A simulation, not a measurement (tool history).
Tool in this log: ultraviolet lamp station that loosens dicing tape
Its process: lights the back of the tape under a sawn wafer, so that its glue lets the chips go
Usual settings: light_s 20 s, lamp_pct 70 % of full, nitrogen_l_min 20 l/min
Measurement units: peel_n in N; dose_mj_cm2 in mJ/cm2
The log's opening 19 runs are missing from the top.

| run | hour | light_s | lamp_pct | nitrogen_l_min | peel_n | dose_mj_cm2 |
|---|---|---|---|---|---|---|
| 20 | 709.1 | 20 | 70 | 7 | 1.283 | 340 |
| 21 | 747.9 | 20 | 83 | 20 | 0.401 | 390 |
| 22 | 799.3 | 11 | 70 | 20 | 1.952 | 174 |
| 23 | 844.9 | 11 | 78 | 24 | 1.507 | 193 |
|  | 849.4 | window cleaned of glue's vapour |
| 24 | 888.2 | 11 | 84 | 31 | 0.878 | 241 |
| 25 | 928.1 | 11 | 84 | 31 | 0.873 | 238 |
| 26 | 967.3 | 20 | 77 | 25 | 0.353 | 386 |
| 27 | 1022.6 | 20 | 77 | 25 | 0.373 | 377 |
| 28 | 1060.2 | 20 | 77 | 16 | 0.582 | 369 |
| 29 | 1105.4 | 20 | 68 | 7 | 1.436 | 318 |
| 30 | 1151.2 | 20 | 89 | 8 | 0.873 | 402 |
| 31 | 1192.8 | 20 | 89 | 8 | 0.873 | 401 |
| 32 | 1221.9 | 39 | 70 | 32 | 0.154 | 596 |
| 33 | 1261.1 | 39 | 83 | 7 | 0.301 | 691 |
| 34 | 1315.3 | 17 | 83 | 7 | 1.643 | 293 |
| 35 | 1345.5 | 17 | 83 | 7 | 1.780 | 290 |
|  | 1392.2 | window cleaned of glue's vapour |
| 36 | 1404.0 | 17 | 83 | 7 | 1.405 | 325 |
| 37 | 1461.9 | 17 | 97 | 7 | 1.133 | 368 |

Run 38 has not been measured yet. What should we expect?
| 38 | 1500.7 | 21 | 97 | 8 | ? | ? |

{"run 38": {"peel_n": 0.719, "dose_mj_cm2": 441}}
Were there no unlogged condition in the tool, this run, its random variation unchanged, would have produced peel_n 0.314 N, dose_mj_cm2 649 mJ/cm2.
